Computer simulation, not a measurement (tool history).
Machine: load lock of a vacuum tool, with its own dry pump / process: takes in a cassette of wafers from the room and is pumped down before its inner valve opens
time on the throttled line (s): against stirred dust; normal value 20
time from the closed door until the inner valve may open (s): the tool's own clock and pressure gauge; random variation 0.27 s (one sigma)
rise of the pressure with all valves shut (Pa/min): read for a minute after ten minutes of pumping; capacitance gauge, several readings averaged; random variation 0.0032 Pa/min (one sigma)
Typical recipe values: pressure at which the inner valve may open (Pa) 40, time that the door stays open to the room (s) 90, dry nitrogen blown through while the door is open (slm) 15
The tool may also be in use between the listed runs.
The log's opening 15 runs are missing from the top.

run	hour	time on the throttled line (s)	pressure at which the inner valve may open (Pa)	time that the door stays open to the room (s)	dry nitrogen blown through while the door is open (slm)	incoming humidity of the room's air, %	time from the closed door until the inner valve may open (s)	rise of the pressure with all valves shut (Pa/min)
16	5239.6	20	40	90	15	46.3	29.7	0.165
17	5599.0	29	40	90	15	46.0	38.2	0.173
18	6037.8	29	40	197	15	43.3	38.0	0.198
19	6472.6	29	40	197	15	46.7	37.6	0.213
20	6891.2	20	33	90	7	43.2	30.2	0.196
21	7247.1	21	33	38	7	45.4	31.3	0.176
22	7658.0	27	33	38	7	42.9	36.2	0.175
23	8039.5	20	28	29	15	44.0	31.1	0.162
24	8419.8	20	28	29	10	41.9	30.9	0.172
25	8640.1	20	28	29	10	42.9	30.5	0.171
26	8879.4	20	28	29	10	44.1	30.5	0.178
# hour 9210.7: dry pump taken out, an overhauled one fitted
27	9342.4	12	31	40	18	46.8	21.5	0.181
28	9555.0	20	45	43	5	45.1	28.0	0.219
29	9754.7	10	40	122	15	45.5	19.0	0.237
30	10135.8	28	40	51	7	45.5	35.6	0.230
31	10518.9	20	40	90	4	46.6	27.9	0.264
32	10722.4	16	40	90	4	43.0	24.1	0.255
33	10985.1	16	40	90	4	47.4	24.3	0.275
34	11329.6	16	40	90	4	46.0	24.5	0.273
35	11784.0	23	40	90	15	46.4	31.5	0.258
36	12095.9	20	38	90	11	44.0	28.1	0.265

Branching from run 36: 5 alternative next runs. What would each branch give?
A	12417.4	20	67	54	11	47.8	?	?
B	12417.4	20	56	33	5	45.9	?	?
C	12417.4	19	32	90	15	45.5	?	?
D	12417.4	11	40	90	30	45.9	?	?
E	12417.4	20	38	75	10	43.7	?	?

run	time from the closed door until the inner valve may open (s)	rise of the pressure with all valves shut (Pa/min)
A	27.4	0.250
B	28.0	0.249
C	27.7	0.264
D	20.6	0.243
E	28.0	0.270
Take away the tool's hidden state, keep each run's random variation, and the runs would have read:
run	time from the closed door until the inner valve may open (s)	rise of the pressure with all valves shut (Pa/min)
A	27.0	0.094
B	27.6	0.092
C	27.2	0.106
D	20.2	0.086
E	27.6	0.110
